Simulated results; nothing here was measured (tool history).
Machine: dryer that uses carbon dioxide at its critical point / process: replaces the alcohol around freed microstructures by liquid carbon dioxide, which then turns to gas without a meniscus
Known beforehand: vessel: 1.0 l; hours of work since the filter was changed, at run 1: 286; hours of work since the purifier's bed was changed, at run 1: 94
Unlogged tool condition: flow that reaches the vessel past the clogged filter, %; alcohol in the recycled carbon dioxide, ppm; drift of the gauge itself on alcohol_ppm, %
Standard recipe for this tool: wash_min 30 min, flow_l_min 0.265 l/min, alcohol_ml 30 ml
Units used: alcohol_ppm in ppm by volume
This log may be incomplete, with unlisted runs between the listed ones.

run	hour	wash_min	flow_l_min	alcohol_ml	hours of work since the filter was changed	hours of work since the purifier's bed was changed	alcohol_ppm
1	0.0	30	0.265	30	286	94	62
2	10.1	30	0.265	30	293	101	63
3	18.7	30	0.265	30	299	107	60
4	23.9	30	0.265	30	303	111	56
5	28.4	30	0.265	30	306	114	76
6	37.1	30	0.265	30	312	120	67
7	42.4	30	0.265	30	316	124	63
8	49.4	30	0.265	30	321	129	71
9	58.7	30	0.265	30	327	136	68
10	67.5	30	0.265	30	333	142	79
11	74.5	30	0.265	30	338	147	78
12	79.3	30	0.265	30	342	150	90
13	87.7	30	0.265	30	348	156	84
14	93.4	30	0.265	30	352	160	82
15	101.5	30	0.265	30	357	166	90
16	106.9	30	0.265	30	361	169	75
17	115.1	30	0.345	30	367	175	72
18	122.4	32	0.265	30	372	180	86
19	129.1	30	0.265	69	377	185	136
20	138.3	38	0.270	69	383	192	77
21	147.0	30	0.265	27	389	198	87
22	156.9	30	0.395	119	396	205	68
23	166.7	30	0.265	31	403	211	110
24	175.9	30	0.312	22	410	218	82
25	181.2	28	0.338	32	413	222	87
26	189.9	20	0.347	100	420	228	269
27	196.1	30	0.210	30	424	232	209
28	203.6	43	0.197	38	429	237	105
29	209.7	18	0.161	38	433	242	3492
30	218.8	22	0.161	38	440	248	2079
31	225.2	23	0.240	25	444	253	306
32	231.4	23	0.240	25	449	257	300
33	240.8	23	0.240	25	455	264	314
34	245.1	23	0.240	25	458	267	311
35	249.6	26	0.289	28	461	270	130
36	257.0	30	0.265	74	467	275	176
37	262.6	43	0.445	74	471	279	99

Measured minus without-hidden-state, run by run (identical run-to-run variation in each term; gauge scatter may differ):
run	alcohol_ppm
1	+38
2	+40
3	+44
4	+46
5	+47
6	+47
7	+50
8	+52
9	+54
10	+55
11	+60
12	+59
13	+63
14	+64
15	+66
16	+66
17	+57
18	+66
19	+89
20	+68
21	+74
22	+68
23	+82
24	+73
25	+75
26	+163
27	+129
28	+92
29	+800
30	+588
31	+167
32	+165
33	+170
34	+173
35	+108
36	+132
37	+89
